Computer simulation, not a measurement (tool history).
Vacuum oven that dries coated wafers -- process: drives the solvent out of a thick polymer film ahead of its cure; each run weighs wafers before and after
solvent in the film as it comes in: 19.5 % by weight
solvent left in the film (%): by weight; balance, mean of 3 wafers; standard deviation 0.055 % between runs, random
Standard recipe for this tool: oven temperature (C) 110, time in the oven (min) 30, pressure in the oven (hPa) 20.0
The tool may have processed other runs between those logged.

Run 1, hour 0.0: usual settings. Result: solvent left in the film (%) 2.56.
Run 2, hour 11.6: usual settings but time in the oven (min) 34. Result: solvent left in the film (%) 2.29.
Run 3, hour 32.2: usual settings but time in the oven (min) 34. Result: solvent left in the film (%) 2.31.
Run 4, hour 58.7: usual settings but time in the oven (min) 34, pressure in the oven (hPa) 44.1. Result: solvent left in the film (%) 3.95.
Run 5, hour 79.8: usual settings but time in the oven (min) 34, pressure in the oven (hPa) 46.6. Result: solvent left in the film (%) 4.12.
Run 6, hour 94.9: usual settings but time in the oven (min) 34, pressure in the oven (hPa) 46.6. Result: solvent left in the film (%) 4.09.
Run 7, hour 118.2: usual settings but time in the oven (min) 25. Result: solvent left in the film (%) 3.24.
Run 8, hour 137.7: usual settings but time in the oven (min) 25. Result: solvent left in the film (%) 3.18.
Run 9, hour 154.9: usual settings but time in the oven (min) 25. Result: solvent left in the film (%) 3.21.
Run 10, hour 179.9: usual settings but oven temperature (C) 96, time in the oven (min) 21, pressure in the oven (hPa) 42.8. Result: solvent left in the film (%) 9.61.
Run 11, hour 206.4: usual settings but time in the oven (min) 29, pressure in the oven (hPa) 18.7. Result: solvent left in the film (%) 2.67.
Run 12, hour 223.0: usual settings but time in the oven (min) 29, pressure in the oven (hPa) 18.7. Result: solvent left in the film (%) 2.68.

Forecast run 13:
Run 13, hour 236.2: usual settings but oven temperature (C) 105, time in the oven (min) 40. Result: solvent left in the film (%) ?.

{"run 13": {"solvent left in the film (%)": 2.76}}
With no hidden state in the tool, this same run would have given solvent left in the film (%) 2.48.
